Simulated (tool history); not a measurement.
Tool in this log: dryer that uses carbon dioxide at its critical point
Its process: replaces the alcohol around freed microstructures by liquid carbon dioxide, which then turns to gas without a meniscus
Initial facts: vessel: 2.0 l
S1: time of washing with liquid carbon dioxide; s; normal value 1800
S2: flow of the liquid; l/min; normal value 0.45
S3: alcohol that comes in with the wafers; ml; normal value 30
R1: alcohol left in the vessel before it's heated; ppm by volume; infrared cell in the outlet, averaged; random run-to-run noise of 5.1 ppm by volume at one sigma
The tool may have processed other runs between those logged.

Run 1, hour 0: usual settings. Result: R1 280 ppm by volume.
Run 2, hour 26.2: usual settings. Result: R1 277 ppm by volume.
Run 3, hour 61.5: usual settings but S2 0.39 l/min. Result: R1 379 ppm by volume.
Run 4, hour 77.4: usual settings. Result: R1 291 ppm by volume.
Run 5, hour 102.4: usual settings. Result: R1 300 ppm by volume.
Run 6, hour 125.1: usual settings. Result: R1 313 ppm by volume.
Run 7, hour 153.5: usual settings. Result: R1 307 ppm by volume.
Run 8, hour 169.4: usual settings. Result: R1 316 ppm by volume.
Run 9, hour 202.2: usual settings. Result: R1 322 ppm by volume.
Run 10, hour 240.1: usual settings. Result: R1 342 ppm by volume.
Run 11, hour 268: usual settings. Result: R1 341 ppm by volume.
Run 12, hour 284.7: usual settings. Result: R1 353 ppm by volume.
Run 13, hour 301.3: usual settings. Result: R1 362 ppm by volume.
Run 14, hour 334.5: usual settings. Result: R1 366 ppm by volume.
Run 15, hour 366.8: usual settings. Result: R1 366 ppm by volume.
Run 16, hour 403.2: usual settings. Result: R1 387 ppm by volume.
Run 17, hour 437.9: usual settings. Result: R1 387 ppm by volume.
Run 18, hour 471: usual settings but S3 24 ml. Result: R1 373 ppm by volume.
Run 19, hour 490.2: usual settings but S3 24 ml. Result: R1 398 ppm by volume.
Run 20, hour 513.7: usual settings but S3 24 ml. Result: R1 397 ppm by volume.
At hour 538.7: purifier's bed changed.
Run 21, hour 549.2: usual settings but S2 0.273 l/min. Result: R1 928 ppm by volume.
Run 22, hour 573.7: usual settings but S2 0.273 l/min. Result: R1 932 ppm by volume.
At hour 580.4: inlet filter changed.
Run 23, hour 597.4: usual settings but S1 1320 s, S2 0.273 l/min. Result: R1 1476 ppm by volume.
Run 24, hour 635.2: usual settings. Result: R1 103 ppm by volume.
Run 25, hour 658.5: usual settings but S1 1200 s, S2 0.622 l/min. Result: R1 143 ppm by volume.
Run 26, hour 693.8: usual settings but S1 1200 s, S2 0.622 l/min. Result: R1 152 ppm by volume.
Run 27, hour 721.6: usual settings but S2 0.553 l/min. Result: R1 59 ppm by volume.
Run 28, hour 749.8: usual settings but S1 2880 s, S2 0.382 l/min, S3 78 ml. Result: R1 83 ppm by volume.
Run 29, hour 781.1: usual settings but S3 23 ml. Result: R1 114 ppm by volume.
Run 30, hour 812.6: usual settings but S3 23 ml. Result: R1 120 ppm by volume.
Run 31, hour 834.4: usual settings but S3 23 ml. Result: R1 131 ppm by volume.
Run 32, hour 864: usual settings but S2 0.658 l/min, S3 23 ml. Result: R1 76 ppm by volume.
Run 33, hour 885.1: usual settings but S3 82 ml. Result: R1 314 ppm by volume.
Run 34, hour 905: usual settings but S1 2160 s, S2 0.71 l/min, S3 21 ml. Result: R1 78 ppm by volume.
Run 35, hour 941: usual settings but S1 2160 s, S2 0.71 l/min, S3 21 ml. Result: R1 87 ppm by volume.
Run 36, hour 977.7: usual settings but S1 2160 s, S2 0.71 l/min, S3 21 ml. Result: R1 95 ppm by volume.
Run 37, hour 1000.1: usual settings but S1 2520 s, S3 62 ml. Result: R1 122 ppm by volume.

Expected results for the next run?
Run 38, hour 1023.8: usual settings but S1 2880 s, S2 0.321 l/min, S3 62 ml. Result: R1 ?.

Run 38 measured R1 220 ppm by volume.
With the hidden condition absent and the run-to-run variation left alone, this run would have shown R1 81 ppm by volume.
